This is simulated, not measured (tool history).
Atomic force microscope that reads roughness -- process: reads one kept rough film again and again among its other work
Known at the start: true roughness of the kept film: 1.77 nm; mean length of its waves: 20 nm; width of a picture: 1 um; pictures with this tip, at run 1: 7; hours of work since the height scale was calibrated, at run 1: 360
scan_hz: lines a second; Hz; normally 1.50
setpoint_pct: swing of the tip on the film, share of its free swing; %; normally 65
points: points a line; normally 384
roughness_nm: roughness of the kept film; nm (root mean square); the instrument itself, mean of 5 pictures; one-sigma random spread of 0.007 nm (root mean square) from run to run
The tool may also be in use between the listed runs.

run	hour	scan_hz	setpoint_pct	points	pictures with this tip	hours of work since the height scale was calibrated	roughness_nm
1	0.0	1.50	65	384	7	360	1.442
2	34.9	1.50	65	384	52	376	1.450
3	61.5	1.50	65	610	86	388	1.465
4	79.9	1.50	65	269	109	397	1.423
5	114.0	3.70	65	384	153	412	1.400
6	140.8	1.50	65	384	187	424	1.447
7	170.2	1.50	65	384	225	438	1.448
8	204.8	1.50	65	384	269	454	1.427
# hour 219.4: new tip fitted
9	227.7	1.50	65	384	11	464	1.452
10	254.9	1.50	65	384	45	476	1.454
11	277.2	1.50	65	384	74	486	1.433
12	301.1	1.50	65	384	104	497	1.450
13	337.0	1.05	65	384	150	514	1.441
14	363.3	1.05	56	1022	184	526	1.489
15	382.5	2.02	65	645	208	535	1.446
16	399.0	0.52	64	624	230	542	1.478
17	432.1	0.52	64	624	272	557	1.476
# hour 443.3: new tip fitted
18	466.4	0.58	64	624	29	573	1.489
19	492.8	0.58	64	624	63	585	1.488
20	507.7	3.42	65	384	82	591	1.412
21	539.4	1.50	62	384	122	606	1.458
22	557.2	1.50	62	384	145	614	1.452
23	588.4	2.30	75	384	185	628	1.380

Estimate the outcome of run 24 from the log above:
24	606.6	2.30	75	384	208	637	?

roughness_nm: 1.397 nm (root mean square)
On a tool with no hidden condition, and with the same random variation, this run would have come out at roughness_nm 1.400 nm (root mean square).

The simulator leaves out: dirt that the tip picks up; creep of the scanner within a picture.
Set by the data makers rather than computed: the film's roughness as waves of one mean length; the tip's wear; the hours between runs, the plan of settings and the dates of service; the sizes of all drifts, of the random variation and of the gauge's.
